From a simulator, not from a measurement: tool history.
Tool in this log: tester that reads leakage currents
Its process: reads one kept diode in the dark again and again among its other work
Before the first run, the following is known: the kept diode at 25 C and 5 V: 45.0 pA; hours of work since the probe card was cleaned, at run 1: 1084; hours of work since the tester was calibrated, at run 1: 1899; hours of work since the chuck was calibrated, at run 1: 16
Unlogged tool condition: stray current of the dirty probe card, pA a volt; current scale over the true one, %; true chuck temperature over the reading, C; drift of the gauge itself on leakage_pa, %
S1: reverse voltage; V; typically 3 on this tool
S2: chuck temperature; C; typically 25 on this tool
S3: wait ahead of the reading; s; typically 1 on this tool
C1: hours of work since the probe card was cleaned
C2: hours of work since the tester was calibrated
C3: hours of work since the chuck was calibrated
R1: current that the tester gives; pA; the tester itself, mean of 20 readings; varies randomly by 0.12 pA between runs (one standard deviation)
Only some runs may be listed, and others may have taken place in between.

{"run": 1, "day": 0.0, "S1": 3, "S2": 25, "S3": 1, "C1": 1084, "C2": 1899, "C3": 16, "R1": 34.63}
{"run": 2, "day": 6.071, "S1": 3, "S2": 25, "S3": 1, "C1": 1168, "C2": 1982, "C3": 100, "R1": 34.46}
{"run": 3, "day": 13.9, "S1": 3, "S2": 25, "S3": 1, "C1": 1275, "C2": 2090, "C3": 208, "R1": 34.62}
{"run": 4, "day": 20.05, "S1": 3, "S2": 25, "S3": 1, "C1": 1360, "C2": 2175, "C3": 292, "R1": 34.54}
{"run": 5, "day": 27.888, "S1": 1.46, "S2": 25, "S3": 1, "C1": 1468, "C2": 2283, "C3": 400, "R1": 22.94}
{"run": 6, "day": 34.333, "S1": 3, "S2": 34, "S3": 1, "C1": 1556, "C2": 2371, "C3": 489, "R1": 70.91}
{"run": 7, "day": 43.104, "S1": 3, "S2": 21, "S3": 1, "C1": 1677, "C2": 2492, "C3": 609, "R1": 24.85}
{"run": 8, "day": 46.721, "S1": 3, "S2": 21, "S3": 1, "C1": 1727, "C2": 2542, "C3": 659, "R1": 24.95}
{"day": 48.929, "done": "probe card cleaned and baked"}
{"run": 9, "day": 53.321, "S1": 3, "S2": 25, "S3": 1, "C1": 60, "C2": 2631, "C3": 748, "R1": 34.73}
{"run": 10, "day": 59.154, "S1": 3, "S2": 25, "S3": 1, "C1": 141, "C2": 2711, "C3": 828, "R1": 34.45}
{"run": 11, "day": 66.838, "S1": 3, "S2": 25, "S3": 1, "C1": 246, "C2": 2817, "C3": 934, "R1": 34.48}
{"run": 12, "day": 73.117, "S1": 3, "S2": 25, "S3": 1, "C1": 333, "C2": 2903, "C3": 1020, "R1": 34.66}
{"run": 13, "day": 81.225, "S1": 6.89, "S2": 39, "S3": 9.9, "C1": 444, "C2": 3014, "C3": 1132, "R1": 164.9}
{"day": 85.092, "done": "chuck's temperature calibrated"}
{"run": 14, "day": 88.921, "S1": 6.89, "S2": 39, "S3": 5.92, "C1": 549, "C2": 3119, "C3": 53, "R1": 165.73}
{"run": 15, "day": 96.642, "S1": 10.29, "S2": 46, "S3": 1.74, "C1": 655, "C2": 3225, "C3": 159, "R1": 347.82}
{"run": 16, "day": 102.492, "S1": 16.82, "S2": 26, "S3": 1, "C1": 736, "C2": 3306, "C3": 239, "R1": 101.96}
{"run": 17, "day": 107.042, "S1": 12.79, "S2": 44, "S3": 0.7, "C1": 798, "C2": 3368, "C3": 302, "R1": 342.63}
{"run": 18, "day": 111.971, "S1": 12.79, "S2": 44, "S3": 0.7, "C1": 866, "C2": 3436, "C3": 370, "R1": 343.93}
{"run": 19, "day": 117.75, "S1": 1.22, "S2": 25, "S3": 6.79, "C1": 945, "C2": 3516, "C3": 449, "R1": 20.32}
{"run": 20, "day": 121.783, "S1": 3, "S2": 29, "S3": 1, "C1": 1001, "C2": 3571, "C3": 505, "R1": 47.77}
{"run": 21, "day": 128.162, "S1": 1.32, "S2": 23, "S3": 1, "C1": 1089, "C2": 3659, "C3": 592, "R1": 18.31}
{"run": 22, "day": 133.308, "S1": 2.65, "S2": 25, "S3": 9.16, "C1": 1159, "C2": 3730, "C3": 663, "R1": 31.42}
{"run": 23, "day": 140.767, "S1": 2.65, "S2": 25, "S3": 9.16, "C1": 1262, "C2": 3832, "C3": 766, "R1": 31.78}
{"run": 24, "day": 148.896, "S1": 2.65, "S2": 25, "S3": 9.16, "C1": 1374, "C2": 3944, "C3": 878, "R1": 31.52}

Alternative continuations, all from the tool just after run 24; predict every row:
{"run": "A", "day": 153.879, "S1": 2.22, "S2": 25, "S3": 0.91, "C1": 1442, "C2": 4013, "C3": 946, "R1": "?"}
{"run": "B", "day": 153.879, "S1": 1.18, "S2": 28, "S3": 6.24, "C1": 1442, "C2": 4013, "C3": 946, "R1": "?"}
{"run": "C", "day": 153.879, "S1": 3, "S2": 25, "S3": 2.28, "C1": 1442, "C2": 4013, "C3": 946, "R1": "?"}

run=A R1=29.15
run=B R1=25.76
run=C R1=33.98
The same runs, with their run-to-run variation unchanged, on a tool lacking any hidden condition would have given:
run=A R1=29.13
run=B R1=25.76
run=C R1=33.96

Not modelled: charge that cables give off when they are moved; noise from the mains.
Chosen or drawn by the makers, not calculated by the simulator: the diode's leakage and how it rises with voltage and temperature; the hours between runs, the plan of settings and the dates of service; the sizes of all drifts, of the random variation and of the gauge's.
